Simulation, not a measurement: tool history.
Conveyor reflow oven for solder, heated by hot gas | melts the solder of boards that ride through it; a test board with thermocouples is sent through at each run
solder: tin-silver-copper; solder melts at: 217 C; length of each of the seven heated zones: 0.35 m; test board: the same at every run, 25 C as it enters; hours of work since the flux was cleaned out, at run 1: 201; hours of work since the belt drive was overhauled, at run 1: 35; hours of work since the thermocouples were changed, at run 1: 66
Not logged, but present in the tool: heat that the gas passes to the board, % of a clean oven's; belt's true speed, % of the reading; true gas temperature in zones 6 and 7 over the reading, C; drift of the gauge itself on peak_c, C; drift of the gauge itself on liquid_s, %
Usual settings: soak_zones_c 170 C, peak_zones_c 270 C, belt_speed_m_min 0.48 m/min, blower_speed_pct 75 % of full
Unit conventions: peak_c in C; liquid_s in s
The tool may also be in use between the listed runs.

run	day	soak_zones_c	peak_zones_c	belt_speed_m_min	blower_speed_pct	hours of work since the flux was cleaned out	hours of work since the belt drive was overhauled	hours of work since the thermocouples were changed	peak_c	liquid_s
1	0	170	270	0.48	75	201	35	66	252.9	63.9
2	0.317	170	270	0.48	58	206	40	70	246.9	56.6
# day 0.629: flux residue cleaned out of gas plates and filters
3	0.967	170	270	0.48	58	5	46	77	247	57.1
4	1.45	170	259	0.48	75	12	53	84	243.4	55.8
5	1.692	170	280	0.48	75	15	57	87	261.9	69.8
6	2.025	170	280	0.48	75	20	62	92	261.4	70.5
7	2.417	170	280	0.48	75	26	67	98	261.4	70.2
8	2.908	170	280	0.48	75	33	75	105	261.3	69.6
9	3.354	170	270	0.48	75	40	81	112	253	64.8
10	3.8	170	270	0.48	75	46	88	118	253.1	63.7
11	4.029	170	270	0.48	75	50	91	122	253.1	64.4
12	4.45	170	270	0.48	75	56	97	128	252.9	63.6
13	4.95	170	270	0.48	75	63	104	135	252.9	63.7
14	5.296	170	270	0.48	75	68	109	140	253	64.1
15	5.617	170	270	0.48	75	73	114	145	253	64.3
16	5.975	170	270	0.48	75	78	119	150	252.6	64
17	6.367	164	270	0.48	75	84	125	156	252.3	61.2
18	6.588	165	270	0.48	75	87	128	159	251.9	62.2
19	7.046	165	261	0.568	75	93	135	165	238.1	38.4
20	7.429	165	261	0.568	75	99	140	171	238.7	38.8
21	7.679	164	282	0.411	54	103	144	175	260.1	78.4
22	7.996	181	270	0.446	81	107	149	179	258.5	78.9
23	8.375	181	269	0.554	86	113	154	185	252.3	59.1
24	8.792	181	269	0.554	86	119	160	191	252.7	58.9
25	9.312	181	269	0.554	86	126	168	198	252.4	58.7
26	9.671	170	266	0.561	51	132	173	204	233.2	31.3
27	9.933	175	266	0.561	51	135	177	207	235.1	34.6

Forecast run 28:
28	10.429	184	264	0.425	51	143	184	215	?	?

{"run 28": {"peak_c": 246.7, "liquid_s": 71.8}}
Without the tool's hidden state the same run would have given peak_c 246.6 C, liquid_s 71.8 s.
